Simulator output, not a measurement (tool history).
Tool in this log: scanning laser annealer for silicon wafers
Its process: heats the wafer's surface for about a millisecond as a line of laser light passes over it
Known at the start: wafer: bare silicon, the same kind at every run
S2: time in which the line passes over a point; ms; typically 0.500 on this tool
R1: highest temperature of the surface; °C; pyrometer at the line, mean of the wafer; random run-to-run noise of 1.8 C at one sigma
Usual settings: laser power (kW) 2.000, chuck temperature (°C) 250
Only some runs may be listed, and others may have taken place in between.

{"run": 1, "hour": 0.0, "laser power (kW)": 2.0, "S2": 0.5, "chuck temperature (°C)": 250, "R1": 948}
{"run": 2, "hour": 34.2, "laser power (kW)": 2.0, "S2": 0.5, "chuck temperature (°C)": 250, "R1": 948}
{"run": 3, "hour": 89.0, "laser power (kW)": 2.0, "S2": 0.5, "chuck temperature (°C)": 288, "R1": 984}
{"run": 4, "hour": 168.6, "laser power (kW)": 2.0, "S2": 0.5, "chuck temperature (°C)": 288, "R1": 986}
{"run": 5, "hour": 238.7, "laser power (kW)": 2.0, "S2": 0.5, "chuck temperature (°C)": 288, "R1": 983}
{"run": 6, "hour": 310.8, "laser power (kW)": 2.0, "S2": 0.373, "chuck temperature (°C)": 250, "R1": 850}
{"run": 7, "hour": 355.4, "laser power (kW)": 2.0, "S2": 0.373, "chuck temperature (°C)": 250, "R1": 847}
{"run": 8, "hour": 428.4, "laser power (kW)": 2.065, "S2": 0.373, "chuck temperature (°C)": 250, "R1": 869}
{"run": 9, "hour": 496.5, "laser power (kW)": 2.0, "S2": 0.5, "chuck temperature (°C)": 262, "R1": 953}
{"run": 10, "hour": 568.8, "laser power (kW)": 2.0, "S2": 0.5, "chuck temperature (°C)": 262, "R1": 948}
{"run": 11, "hour": 616.9, "laser power (kW)": 2.0, "S2": 0.5, "chuck temperature (°C)": 277, "R1": 964}
{"run": 12, "hour": 695.3, "laser power (kW)": 2.0, "S2": 0.5, "chuck temperature (°C)": 250, "R1": 933}
{"hour": 704.9, "done": "optics aligned, line set to its width"}
{"run": 13, "hour": 765.5, "laser power (kW)": 2.0, "S2": 0.462, "chuck temperature (°C)": 250, "R1": 906}
{"run": 14, "hour": 838.4, "laser power (kW)": 2.0, "S2": 0.462, "chuck temperature (°C)": 250, "R1": 904}
{"hour": 878.4, "done": "optics aligned, line set to its width, once more"}
{"run": 15, "hour": 878.4, "laser power (kW)": 2.0, "S2": 0.462, "chuck temperature (°C)": 250, "R1": 917}
{"run": 16, "hour": 958.6, "laser power (kW)": 2.0, "S2": 0.462, "chuck temperature (°C)": 250, "R1": 917}
{"run": 17, "hour": 1023.2, "laser power (kW)": 2.0, "S2": 0.353, "chuck temperature (°C)": 250, "R1": 832}
{"hour": 1038.0, "done": "window over the wafer cleaned"}
{"run": 18, "hour": 1058.2, "laser power (kW)": 2.0, "S2": 0.353, "chuck temperature (°C)": 250, "R1": 855}
{"run": 19, "hour": 1127.5, "laser power (kW)": 2.0, "S2": 0.353, "chuck temperature (°C)": 250, "R1": 859}
{"run": 20, "hour": 1183.0, "laser power (kW)": 2.0, "S2": 0.544, "chuck temperature (°C)": 250, "R1": 1002}
{"run": 21, "hour": 1261.8, "laser power (kW)": 2.0, "S2": 0.563, "chuck temperature (°C)": 250, "R1": 1011}
{"run": 22, "hour": 1337.4, "laser power (kW)": 2.0, "S2": 0.5, "chuck temperature (°C)": 260, "R1": 975}
{"run": 23, "hour": 1416.1, "laser power (kW)": 2.06, "S2": 0.42, "chuck temperature (°C)": 223, "R1": 902}
{"run": 24, "hour": 1453.6, "laser power (kW)": 1.796, "S2": 0.543, "chuck temperature (°C)": 250, "R1": 912}
{"run": 25, "hour": 1528.7, "laser power (kW)": 2.166, "S2": 0.373, "chuck temperature (°C)": 224, "R1": 900}
{"run": 26, "hour": 1568.5, "laser power (kW)": 2.166, "S2": 0.373, "chuck temperature (°C)": 224, "R1": 900}
{"run": 27, "hour": 1616.8, "laser power (kW)": 1.805, "S2": 0.477, "chuck temperature (°C)": 224, "R1": 844}
{"run": 28, "hour": 1679.3, "laser power (kW)": 2.092, "S2": 0.515, "chuck temperature (°C)": 250, "R1": 1007}
{"run": 29, "hour": 1725.9, "laser power (kW)": 2.092, "S2": 0.515, "chuck temperature (°C)": 250, "R1": 1006}
{"run": 30, "hour": 1801.8, "laser power (kW)": 2.092, "S2": 0.515, "chuck temperature (°C)": 250, "R1": 1007}
{"run": 31, "hour": 1870.4, "laser power (kW)": 2.092, "S2": 0.515, "chuck temperature (°C)": 250, "R1": 1002}
{"run": 32, "hour": 1905.2, "laser power (kW)": 1.817, "S2": 0.5, "chuck temperature (°C)": 250, "R1": 884}
{"run": 33, "hour": 1952.3, "laser power (kW)": 1.817, "S2": 0.5, "chuck temperature (°C)": 250, "R1": 880}
{"run": 34, "hour": 2030.9, "laser power (kW)": 2.054, "S2": 0.442, "chuck temperature (°C)": 262, "R1": 943}
{"run": 35, "hour": 2090.2, "laser power (kW)": 2.054, "S2": 0.442, "chuck temperature (°C)": 262, "R1": 943}
{"run": 36, "hour": 2155.9, "laser power (kW)": 1.923, "S2": 0.483, "chuck temperature (°C)": 270, "R1": 931}
{"run": 37, "hour": 2232.0, "laser power (kW)": 1.923, "S2": 0.483, "chuck temperature (°C)": 270, "R1": 926}
{"run": 38, "hour": 2291.1, "laser power (kW)": 2.152, "S2": 0.5, "chuck temperature (°C)": 250, "R1": 1006}
{"run": 39, "hour": 2369.0, "laser power (kW)": 1.844, "S2": 0.413, "chuck temperature (°C)": 250, "R1": 828}
{"run": 40, "hour": 2407.1, "laser power (kW)": 1.844, "S2": 0.413, "chuck temperature (°C)": 250, "R1": 826}
{"run": 41, "hour": 2461.5, "laser power (kW)": 1.844, "S2": 0.413, "chuck temperature (°C)": 250, "R1": 826}
{"run": 42, "hour": 2539.8, "laser power (kW)": 1.844, "S2": 0.413, "chuck temperature (°C)": 250, "R1": 824}

Here are 3 independent what-if runs from the current tool condition. What would each one return?
{"run": "A", "hour": 2597.3, "laser power (kW)": 1.918, "S2": 0.5, "chuck temperature (°C)": 222, "R1": "?"}
{"run": "B", "hour": 2597.3, "laser power (kW)": 2.055, "S2": 0.487, "chuck temperature (°C)": 246, "R1": "?"}
{"run": "C", "hour": 2597.3, "laser power (kW)": 1.844, "S2": 0.48, "chuck temperature (°C)": 250, "R1": "?"}

run=A R1=882
run=B R1=950
run=C R1=870
With the hidden condition removed and each run's random variation left untouched, the same runs would have given:
run=A R1=909
run=B R1=979
run=C R1=896
